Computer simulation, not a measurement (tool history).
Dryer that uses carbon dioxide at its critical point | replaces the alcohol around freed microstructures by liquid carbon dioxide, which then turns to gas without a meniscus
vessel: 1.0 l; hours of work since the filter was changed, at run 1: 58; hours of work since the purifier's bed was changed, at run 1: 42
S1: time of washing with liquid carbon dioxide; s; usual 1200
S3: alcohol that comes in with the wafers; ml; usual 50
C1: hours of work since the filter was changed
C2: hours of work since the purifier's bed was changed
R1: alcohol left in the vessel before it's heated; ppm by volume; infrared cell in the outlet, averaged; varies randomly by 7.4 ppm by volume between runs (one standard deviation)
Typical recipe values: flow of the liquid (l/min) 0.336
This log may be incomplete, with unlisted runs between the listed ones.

{"run": 1, "hour": 0.0, "S1": 1200, "flow of the liquid (l/min)": 0.336, "S3": 50, "C1": 58, "C2": 42, "R1": 378}
{"run": 2, "hour": 14.7, "S1": 1080, "flow of the liquid (l/min)": 0.336, "S3": 50, "C1": 67, "C2": 52, "R1": 622}
{"run": 3, "hour": 33.4, "S1": 1200, "flow of the liquid (l/min)": 0.336, "S3": 50, "C1": 80, "C2": 64, "R1": 396}
{"run": 4, "hour": 46.4, "S1": 1200, "flow of the liquid (l/min)": 0.336, "S3": 50, "C1": 88, "C2": 73, "R1": 394}
{"run": 5, "hour": 55.8, "S1": 1200, "flow of the liquid (l/min)": 0.336, "S3": 50, "C1": 95, "C2": 79, "R1": 392}
{"run": 6, "hour": 76.1, "S1": 1200, "flow of the liquid (l/min)": 0.336, "S3": 50, "C1": 108, "C2": 93, "R1": 393}
{"run": 7, "hour": 85.8, "S1": 1080, "flow of the liquid (l/min)": 0.271, "S3": 50, "C1": 115, "C2": 99, "R1": 1489}
{"run": 8, "hour": 106.5, "S1": 900, "flow of the liquid (l/min)": 0.309, "S3": 80, "C1": 129, "C2": 113, "R1": 2797}
{"run": 9, "hour": 121.7, "S1": 1200, "flow of the liquid (l/min)": 0.205, "S3": 97, "C1": 139, "C2": 123, "R1": 5166}
{"run": 10, "hour": 140.5, "S1": 1800, "flow of the liquid (l/min)": 0.296, "S3": 60, "C1": 151, "C2": 136, "R1": 128}
{"run": 11, "hour": 152.4, "S1": 1080, "flow of the liquid (l/min)": 0.361, "S3": 58, "C1": 159, "C2": 144, "R1": 563}
{"run": 12, "hour": 161.1, "S1": 900, "flow of the liquid (l/min)": 0.245, "S3": 50, "C1": 165, "C2": 150, "R1": 3739}

5 ways to go on from here, each from the tool as it stands after run 12. What would each give?
{"run": "A", "hour": 173.0, "S1": 900, "flow of the liquid (l/min)": 0.322, "S3": 50, "C1": 173, "C2": 158, "R1": "?"}
{"run": "B", "hour": 173.0, "S1": 1380, "flow of the liquid (l/min)": 0.259, "S3": 118, "C1": 173, "C2": 158, "R1": "?"}
{"run": "C", "hour": 173.0, "S1": 780, "flow of the liquid (l/min)": 0.336, "S3": 50, "C1": 173, "C2": 158, "R1": "?"}
{"run": "D", "hour": 173.0, "S1": 1320, "flow of the liquid (l/min)": 0.245, "S3": 34, "C1": 173, "C2": 158, "R1": "?"}
{"run": "E", "hour": 173.0, "S1": 1560, "flow of the liquid (l/min)": 0.313, "S3": 50, "C1": 173, "C2": 158, "R1": "?"}

run=A R1=1554
run=B R1=1788
run=C R1=2187
run=D R1=789
run=E R1=178
Take away the tool's hidden state, keep each run's random variation, and the runs would have read:
run=A R1=1393
run=B R1=1572
run=C R1=1987
run=D R1=687
run=E R1=131
